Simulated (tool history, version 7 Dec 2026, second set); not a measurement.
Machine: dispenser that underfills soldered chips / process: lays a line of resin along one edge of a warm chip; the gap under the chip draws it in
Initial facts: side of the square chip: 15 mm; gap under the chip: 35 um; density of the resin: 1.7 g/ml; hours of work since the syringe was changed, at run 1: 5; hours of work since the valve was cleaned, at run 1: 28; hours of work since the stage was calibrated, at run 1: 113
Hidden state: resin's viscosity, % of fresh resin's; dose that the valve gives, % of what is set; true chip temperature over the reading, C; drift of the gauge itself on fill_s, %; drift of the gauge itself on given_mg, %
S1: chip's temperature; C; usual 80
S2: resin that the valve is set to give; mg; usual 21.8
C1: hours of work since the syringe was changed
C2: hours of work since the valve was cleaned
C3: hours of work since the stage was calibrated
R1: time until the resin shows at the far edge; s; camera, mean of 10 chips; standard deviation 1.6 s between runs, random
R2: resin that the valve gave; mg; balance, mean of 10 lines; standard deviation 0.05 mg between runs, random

run   hour  S1    S2  C1  C2   C3     R1     R2
  1      0  80  21.8   5  28  113  212.6  21.49
       2.9  -- new syringe of resin
  2      3  80  21.8   0  30  115  152.5  21.33
  3    6.5  71  21.8   2  32  117    245  21.37
  4    9.6  73  21.8   4  34  119  268.4  21.35
      12.8  -- new syringe of resin
  5   14.4  73  21.8   1  37  122  209.8  21.29
  6   19.1  73  21.8   4  40  125  262.4  21.33
      22.8  -- new syringe of resin
  7   22.9  80  21.8   0  43  127  150.2  21.23
  8   27.6  73  21.8   3  46  130  240.9  21.24
  9   30.6  73  21.8   5  48  132  277.7  21.15
      32.9  -- new syringe of resin
 10     35  73  21.8   1  50  135  216.8  21.14
 11   38.2  80    25   3  52  137  193.5  24.26
 12   41.5  68    25   6  55  139  345.4  24.09
      43.1  -- new syringe of resin
 13   46.3  81  21.8   2  58  142  173.4  21.02
 14   50.1  80  21.8   5  60  145  215.8  21.05
      53.1  -- new syringe of resin
 15   54.2  80  21.8   1  62  147  156.6  21.03
      55.6  -- dispensing valve cleaned and set on the balance
 16   58.3  80  24.2   3   2  149  179.7  24.18
 17   61.2  80  24.2   5   4  151  208.2  24.22
 18   63.4  80  24.2   6   5  153  232.7   24.2
        64  -- new syringe of resin
 19   67.7  88  19.3   2   8  155  142.8  19.17
 20   70.3  77  24.6   4   9  157    224   24.6
 21     73  94  21.8   6  11  159  152.5   21.7
      73.9  -- new syringe of resin
 22   76.1  69  20.1   1  13  161    246  19.92
 23   78.2  69  20.1   3  14  162  271.2  19.98
 24   80.8  69  20.1   4  16  164  310.6  19.96
 25   83.2  69  20.1   6  18  165  353.4  20.01
        84  -- new syringe of resin
 26   85.9  75  21.8   1  19  167  195.8  21.64
 27   90.2  93  19.9   4  22  170  136.5  19.68
        94  -- new syringe of resin
 28   95.2  71  21.5   1  25  173  216.9   21.2
 29   99.4  71  21.5   4  28  175  270.1  21.24
 30  102.8  71  21.5   6  30  178  320.5  21.15
     103.9  -- new syringe of resin
 31  106.9  70  19.5   2  33  180  254.2  19.13
 32  110.5  70  28.1   4  35  183  287.2  27.61
     114.1  -- new syringe of resin
 33  114.4  78  19.2   0  37  185  168.2  18.79
 34  118.1  71  20.5   3  40  187  252.2  20.04
 35  122.3  71  20.5   5  43  190  309.9  20.04

Hidden condition of the tool, last listed run before each entry between runs versus first listed run after:
Run 1 -> run 2: new syringe of resin (hour 2.9)
  resin's viscosity, % of fresh resin's: 139.9 -> 100.1; dose that the valve gives, % of what is set: 98.25 -> 98.14
  the result without the hidden state subtracted from the measured one, R1: +58.6 -> -1.8 s; R2: -0.38 -> -0.4 mg
Run 4 -> run 5: new syringe of resin (hour 12.8)
  resin's viscosity, % of fresh resin's: 138.7 -> 108.7; dose that the valve gives, % of what is set: 97.89 -> 97.7; true chip temperature over the reading, C: 0.48 -> 0.49
  the result without the hidden state subtracted from the measured one, R1: +72.2 -> +14.1 s; R2: -0.46 -> -0.5 mg
Run 6 -> run 7: new syringe of resin (hour 22.8)
  resin's viscosity, % of fresh resin's: 136.9 -> 100.3; dose that the valve gives, % of what is set: 97.51 -> 97.37
  the result without the hidden state subtracted from the measured one, R1: +67.9 -> -1.5 s; R2: -0.54 -> -0.57 mg
Run 9 -> run 10: new syringe of resin (hour 32.9)
  resin's viscosity, % of fresh resin's: 146.9 -> 112.6; dose that the valve gives, % of what is set: 97.06 -> 96.89; true chip temperature over the reading, C: 0.52 -> 0.53
  the result without the hidden state subtracted from the measured one, R1: +86 -> +21.5 s; R2: -0.64 -> -0.68 mg
Run 12 -> run 13: new syringe of resin (hour 43.1)
  resin's viscosity, % of fresh resin's: 155.2 -> 117.6; dose that the valve gives, % of what is set: 96.64 -> 96.47; true chip temperature over the reading, C: 0.54 -> 0.55
  the result without the hidden state subtracted from the measured one, R1: +118.9 -> +23.9 s; R2: -0.84 -> -0.77 mg
Run 14 -> run 15: new syringe of resin (hour 53.1)
  resin's viscosity, % of fresh resin's: 141.2 -> 103.8; dose that the valve gives, % of what is set: 96.32 -> 96.16; true chip temperature over the reading, C: 0.56 -> 0.57
  the result without the hidden state subtracted from the measured one, R1: +60.9 -> +3.6 s; R2: -0.8 -> -0.84 mg
Run 15 -> run 16: dispensing valve cleaned and set on the balance (hour 55.6)
  resin's viscosity, % of fresh resin's: 103.8 -> 120.4; dose that the valve gives, % of what is set: 96.16 -> 100.18; true chip temperature over the reading, C: 0.57 -> 0.58
  the result without the hidden state subtracted from the measured one, R1: +3.6 -> +27.7 s; R2: -0.84 -> +0.04 mg
Run 18 -> run 19: new syringe of resin (hour 64)
  resin's viscosity, % of fresh resin's: 155.2 -> 121.6; dose that the valve gives, % of what is set: 99.97 -> 99.81
  the result without the hidden state subtracted from the measured one, R1: +80 -> +23.2 s; R2: -0.01 -> -0.04 mg
Run 21 -> run 22: new syringe of resin (hour 73.9)
  resin's viscosity, % of fresh resin's: 158 -> 113; dose that the valve gives, % of what is set: 99.6 -> 99.49
  the result without the hidden state subtracted from the measured one, R1: +54.2 -> +23.8 s; R2: -0.09 -> -0.1 mg
Run 25 -> run 26: new syringe of resin (hour 84)
  resin's viscosity, % of fresh resin's: 160.5 -> 109; dose that the valve gives, % of what is set: 99.19 -> 99.09
  the result without the hidden state subtracted from the measured one, R1: +128.7 -> +12.4 s; R2: -0.16 -> -0.2 mg
Run 27 -> run 28: new syringe of resin (hour 94)
  resin's viscosity, % of fresh resin's: 134.3 -> 107.3; dose that the valve gives, % of what is set: 98.92 -> 98.73; true chip temperature over the reading, C: 0.64 -> 0.65
  the result without the hidden state subtracted from the measured one, R1: +33.1 -> +10.5 s; R2: -0.21 -> -0.27 mg
Run 30 -> run 31: new syringe of resin (hour 103.9)
  resin's viscosity, % of fresh resin's: 155.8 -> 116.5; dose that the valve gives, % of what is set: 98.44 -> 98.29; true chip temperature over the reading, C: 0.67 -> 0.68
  the result without the hidden state subtracted from the measured one, R1: +110.6 -> +31.5 s; R2: -0.34 -> -0.33 mg
Run 32 -> run 33: new syringe of resin (hour 114.1)
  resin's viscosity, % of fresh resin's: 139.3 -> 101.9; dose that the valve gives, % of what is set: 98.15 -> 98.02; true chip temperature over the reading, C: 0.68 -> 0.69
  the result without the hidden state subtracted from the measured one, R1: +76.2 -> +0.1 s; R2: -0.52 -> -0.38 mg

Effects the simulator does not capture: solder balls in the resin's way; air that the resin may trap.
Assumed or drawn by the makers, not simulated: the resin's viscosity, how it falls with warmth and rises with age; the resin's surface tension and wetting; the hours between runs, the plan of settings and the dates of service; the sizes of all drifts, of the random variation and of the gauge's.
